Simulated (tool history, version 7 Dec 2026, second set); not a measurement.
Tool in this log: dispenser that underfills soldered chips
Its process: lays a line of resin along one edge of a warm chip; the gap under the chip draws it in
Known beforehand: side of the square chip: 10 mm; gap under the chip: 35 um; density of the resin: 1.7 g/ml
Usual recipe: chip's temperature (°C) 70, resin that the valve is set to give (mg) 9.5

run,hour,chip's temperature (°C),resin that the valve is set to give (mg),time until the resin shows at the far edge (s),resin that the valve gave (mg)
1,0,70,9.5,104.5,9.46
2,4.5,70,9.5,138.7,9.44
3,7.4,70,9.5,167.6,9.43
# hour 9.1: new syringe of resin
4,11.8,70,9.5,83.8,9.4
5,15.5,70,9.5,106.7,9.4
6,20.8,70,8.35,152.3,8.22
7,23.5,70,9.19,180.4,9.09
# hour 24.3: new syringe of resin
8,29.4,70,9.5,101,9.31
9,33.8,70,9.5,135.9,9.32
10,36.5,73,9.5,140.8,9.32
# hour 39.4: new syringe of resin
11,42.3,70,9.5,85.3,9.3
12,45,70,9.5,103.6,9.31
13,48.8,70,9.5,129.9,9.28
# hour 54.5: new syringe of resin
14,54.8,70,9.5,75.5,9.25
# hour 57.9: dispensing valve cleaned and set on the balance
15,58.6,70,9.5,88.7,9.46
16,62.6,70,10.55,112.4,10.49
17,66.1,70,10.55,143.2,10.47
18,69,66,11.53,213.7,11.43
# hour 70.6: new syringe of resin
19,72.3,66,11.53,96.9,11.42
20,77.2,62,8.75,170.2,8.63
21,81.2,72,10.52,127.5,10.34
# hour 85.5: new syringe of resin
22,86.8,72,10.52,70,10.35
23,91.5,72,10.52,93.9,10.33
24,94,70,11.77,121.9,11.53
25,97.5,70,11.77,152,11.51
# hour 100.4: new syringe of resin
26,102,76,11.36,59,11.08
27,105.1,56,11.31,201.9,11.07
28,107.6,75,9.57,90.3,9.32
29,111.2,67,8.19,178,7.99
# hour 115.6: new syringe of resin
30,117,67,8.19,95.6,7.96
31,122.5,68,8.45,129.6,8.18

Below, each run's measurement less what the same run would have read without the hidden state. Both values contain the same run-to-run variation, but the gauge's scatter may not be the same in both:
Hidden state present: resin's viscosity, % of fresh resin's; dose that the valve gives, % of what is set; true chip temperature over the reading, C; drift of the gauge itself on fill_s, %; drift of the gauge itself on given_mg, %.
run,time until the resin shows at the far edge (s),resin that the valve gave (mg)
1,+33.9,-0.05
2,+68.6,-0.07
3,+97.3,-0.08
4,+13.1,-0.09
5,+36,-0.11
6,+81.3,-0.11
7,+109.6,-0.13
8,+30.8,-0.16
9,+65.6,-0.18
10,+79.6,-0.19
11,+16.1,-0.21
12,+33.3,-0.22
13,+60.7,-0.24
14,+3.6,-0.26
15,+17.8,-0.04
16,+43.6,-0.07
17,+73.2,-0.08
18,+127.7,-0.11
19,+11.5,-0.12
20,+61.5,-0.1
21,+64.7,-0.15
22,+6.2,-0.17
23,+31.1,-0.19
24,+52.6,-0.22
25,+83.2,-0.24
26,+7.6,-0.25
27,+58.5,-0.26
28,+35.8,-0.23
29,+93.5,-0.21
30,+11,-0.23
31,+49.6,-0.26

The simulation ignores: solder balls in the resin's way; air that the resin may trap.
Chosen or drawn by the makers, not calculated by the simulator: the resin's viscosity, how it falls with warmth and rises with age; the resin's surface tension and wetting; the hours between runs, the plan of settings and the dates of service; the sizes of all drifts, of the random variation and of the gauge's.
